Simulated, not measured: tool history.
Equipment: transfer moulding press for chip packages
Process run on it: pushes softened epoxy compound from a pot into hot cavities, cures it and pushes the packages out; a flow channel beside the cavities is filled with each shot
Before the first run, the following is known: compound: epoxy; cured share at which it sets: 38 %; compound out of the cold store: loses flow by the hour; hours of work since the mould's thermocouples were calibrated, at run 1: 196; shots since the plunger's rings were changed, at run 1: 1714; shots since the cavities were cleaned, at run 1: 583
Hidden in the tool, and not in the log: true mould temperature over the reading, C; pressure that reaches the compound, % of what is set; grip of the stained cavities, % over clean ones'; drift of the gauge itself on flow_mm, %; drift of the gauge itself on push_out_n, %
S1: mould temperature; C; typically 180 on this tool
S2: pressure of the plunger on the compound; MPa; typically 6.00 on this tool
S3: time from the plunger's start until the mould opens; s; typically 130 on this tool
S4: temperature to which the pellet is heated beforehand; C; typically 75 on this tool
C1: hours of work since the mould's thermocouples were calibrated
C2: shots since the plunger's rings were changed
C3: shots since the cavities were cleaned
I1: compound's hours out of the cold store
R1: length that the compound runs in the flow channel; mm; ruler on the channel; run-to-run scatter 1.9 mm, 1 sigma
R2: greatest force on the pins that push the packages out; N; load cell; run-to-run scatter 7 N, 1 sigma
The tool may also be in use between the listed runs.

| run | hour | S1 | S2 | S3 | S4 | C1 | C2 | C3 | I1 | R1 | R2 |
|---|---|---|---|---|---|---|---|---|---|---|---|
| 1 | 0.0 | 180 | 6.00 | 130 | 75 | 196 | 1714 | 583 | 28.0 | 804 | 390 |
|  | 8.0 | cavities cleaned with cleaning compound and waxed |
| 2 | 8.7 | 180 | 6.00 | 132 | 75 | 202 | 1793 | 7 | 48.0 | 714 | 290 |
| 3 | 16.0 | 180 | 6.00 | 130 | 68 | 207 | 1873 | 87 | 18.9 | 845 | 312 |
| 4 | 29.8 | 180 | 6.00 | 130 | 75 | 217 | 2024 | 238 | 42.5 | 734 | 354 |
| 5 | 40.9 | 180 | 6.00 | 130 | 74 | 225 | 2145 | 359 | 18.0 | 847 | 362 |
| 6 | 50.8 | 180 | 6.00 | 130 | 74 | 233 | 2253 | 467 | 34.0 | 769 | 382 |
| 7 | 64.9 | 180 | 6.00 | 130 | 75 | 243 | 2408 | 622 | 10.7 | 881 | 429 |
|  | 68.8 | cavities cleaned with cleaning compound and waxed |
| 8 | 78.3 | 180 | 6.00 | 130 | 75 | 252 | 2537 | 104 | 44.4 | 724 | 326 |
|  | 81.1 | mould's thermocouples calibrated |
| 9 | 91.1 | 180 | 6.00 | 130 | 75 | 7 | 2656 | 223 | 44.8 | 724 | 339 |
| 10 | 106.2 | 180 | 4.57 | 130 | 75 | 19 | 2821 | 388 | 25.3 | 703 | 386 |
| 11 | 119.0 | 180 | 4.57 | 130 | 75 | 28 | 2961 | 528 | 15.0 | 747 | 416 |
| 12 | 127.9 | 180 | 6.00 | 130 | 75 | 35 | 3058 | 625 | 10.0 | 886 | 424 |
|  | 131.5 | cavities cleaned with cleaning compound and waxed |
|  | 138.8 | mould's thermocouples calibrated, once more |
| 13 | 138.8 | 180 | 6.00 | 130 | 75 | 0 | 3139 | 59 | 46.5 | 712 | 312 |
| 14 | 154.6 | 180 | 6.00 | 130 | 75 | 12 | 3311 | 231 | 31.9 | 773 | 343 |
| 15 | 170.2 | 180 | 6.00 | 130 | 75 | 23 | 3481 | 401 | 29.8 | 780 | 371 |
| 16 | 179.5 | 179 | 6.29 | 117 | 75 | 30 | 3583 | 503 | 28.3 | 810 | 430 |
| 17 | 186.3 | 179 | 6.29 | 117 | 75 | 35 | 3658 | 578 | 12.3 | 890 | 451 |
|  | 194.5 | cavities cleaned with cleaning compound and waxed |
| 18 | 203.5 | 174 | 6.00 | 130 | 65 | 47 | 3829 | 98 | 40.6 | 757 | 367 |
| 19 | 216.0 | 174 | 6.00 | 130 | 65 | 56 | 3966 | 235 | 9.0 | 911 | 434 |
|  | 221.3 | plunger's sealing rings changed |
| 20 | 233.1 | 188 | 5.14 | 111 | 80 | 67 | 129 | 394 | 29.5 | 717 | 354 |
| 21 | 247.5 | 180 | 6.00 | 130 | 75 | 77 | 287 | 552 | 47.7 | 726 | 398 |
|  | 257.7 | cavities cleaned with cleaning compound and waxed |
| 22 | 261.2 | 180 | 5.33 | 130 | 75 | 86 | 420 | 38 | 25.6 | 774 | 310 |
| 23 | 273.3 | 180 | 5.33 | 130 | 75 | 95 | 553 | 171 | 31.2 | 747 | 347 |
| 24 | 280.7 | 180 | 7.33 | 126 | 75 | 101 | 633 | 251 | 29.9 | 886 | 347 |

Run 25 has not been measured yet. What should we expect?
| 25 | 292.9 | 180 | 7.33 | 126 | 71 | 110 | 767 | 385 | 42.3 | ? | ? |

{"run 25": {"R1": 825, "R2": 371}}
On a tool with no hidden condition, and with the same random variation, this run would have come out at R1 830 mm, R2 291 N.

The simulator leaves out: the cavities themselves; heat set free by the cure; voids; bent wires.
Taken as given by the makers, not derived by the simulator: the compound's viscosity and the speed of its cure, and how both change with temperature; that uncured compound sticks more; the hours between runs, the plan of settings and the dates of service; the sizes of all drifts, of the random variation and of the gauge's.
